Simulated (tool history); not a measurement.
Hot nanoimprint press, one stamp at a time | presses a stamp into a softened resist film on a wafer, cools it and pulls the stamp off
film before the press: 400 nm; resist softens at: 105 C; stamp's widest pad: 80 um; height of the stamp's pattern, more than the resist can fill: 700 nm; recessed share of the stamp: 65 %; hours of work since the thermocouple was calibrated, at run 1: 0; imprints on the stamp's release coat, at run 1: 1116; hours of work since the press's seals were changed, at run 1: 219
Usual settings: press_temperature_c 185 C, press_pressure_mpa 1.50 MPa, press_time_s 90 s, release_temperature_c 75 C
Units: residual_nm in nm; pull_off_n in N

run	hour	press_temperature_c	press_pressure_mpa	press_time_s	release_temperature_c	hours of work since the thermocouple was calibrated	imprints on the stamp's release coat	hours of work since the press's seals were changed	residual_nm	pull_off_n
1	0.0	185	1.50	90	75	0	1116	219	226.7	277
2	26.0	185	1.57	90	75	20	1219	239	225.9	293
3	63.5	185	1.95	90	75	50	1369	269	207.0	291
4	90.0	185	1.95	90	75	70	1475	290	208.1	311
5	124.1	185	1.95	90	75	97	1610	316	208.3	308
6	148.3	185	2.03	90	75	116	1707	335	206.8	319
7	191.3	185	2.03	90	75	150	1878	369	206.5	333
8	209.9	185	1.50	90	76	164	1952	383	233.7	330
9	235.5	185	1.59	90	71	184	2054	403	230.9	351
# hour 277.0: stamp cleaned and given a new release coat
10	285.9	185	1.59	90	71	219	35	438	230.4	258
11	326.0	185	1.50	63	75	250	195	470	261.9	244
12	350.5	188	0.99	96	75	270	292	489	241.2	252
13	373.5	180	1.31	90	75	288	384	507	296.3	251
14	410.0	180	1.31	90	75	316	529	535	297.7	266
15	455.0	185	1.50	59	71	351	709	570	269.7	290

Hidden state or all else? Some run-to-run changes of residual_nm, split into what the settings, what came in and random variation would give without the hidden state, and what is left for the hidden state (with any gauge scatter that isn't in both results):
The hidden state here: true temperature over the reading, C; pressure that arrives at the usual setting, %; grip of the stamp's worn release coat, % over a new coat's; drift of the gauge itself on residual_nm, %; drift of the gauge itself on pull_off_n, %.
Run 12 -> 13: press_temperature_c 188 -> 180, press_pressure_mpa 0.99 -> 1.31, press_time_s 96 -> 90. residual_nm +55.1 nm: hidden state +1.2, all else +53.9.
Run 14 -> 15: press_temperature_c 180 -> 185, press_pressure_mpa 1.31 -> 1.50, press_time_s 90 -> 59, release_temperature_c 75 -> 71. residual_nm -28.0 nm: hidden state +1.4, all else -29.4.
